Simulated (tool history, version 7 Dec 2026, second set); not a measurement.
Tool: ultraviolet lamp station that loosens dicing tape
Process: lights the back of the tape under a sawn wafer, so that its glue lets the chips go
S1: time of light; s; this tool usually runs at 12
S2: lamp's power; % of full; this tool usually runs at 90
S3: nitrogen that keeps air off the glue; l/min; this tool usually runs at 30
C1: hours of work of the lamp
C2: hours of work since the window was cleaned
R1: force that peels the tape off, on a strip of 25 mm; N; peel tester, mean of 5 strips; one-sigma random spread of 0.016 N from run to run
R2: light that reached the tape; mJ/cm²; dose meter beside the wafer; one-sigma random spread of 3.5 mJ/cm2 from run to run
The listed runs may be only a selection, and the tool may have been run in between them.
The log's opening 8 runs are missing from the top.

run,hour,S1,S2,S3,C1,C2,R1,R2
9,58.5,19,90,18,227,96,0.428,795
10,65.6,21,90,30,231,101,0.258,883
11,71.3,21,90,30,235,104,0.275,872
12,80.0,12,90,30,241,110,1.052,499
13,91.2,12,90,30,248,117,1.050,496
14,98.5,12,90,30,253,122,1.077,492
15,108.2,12,65,30,259,128,1.980,356
16,118.9,12,87,30,266,135,1.130,475
17,128.6,8,90,30,272,141,2.338,324
18,135.2,20,90,30,276,146,0.320,810
19,140.0,12,90,10,279,149,1.677,488
20,149.6,12,90,10,286,155,1.749,487
21,156.3,12,69,30,290,159,1.870,372
22,164.3,12,90,56,295,164,0.924,482
23,176.0,12,90,56,303,172,0.880,480
# hour 177.4: window cleaned of glue's vapour
24,183.1,6,70,9,307,4,5.883,176

Run 25 has not been measured yet. What should we expect?
25,189.0,17,90,16,311,7,?,?

{"run 25": {"R1": 0.71, "R2": 654}}
With the hidden condition absent and the run-to-run variation left alone, this run would have shown R1 0.429 N, R2 803 mJ/cm².
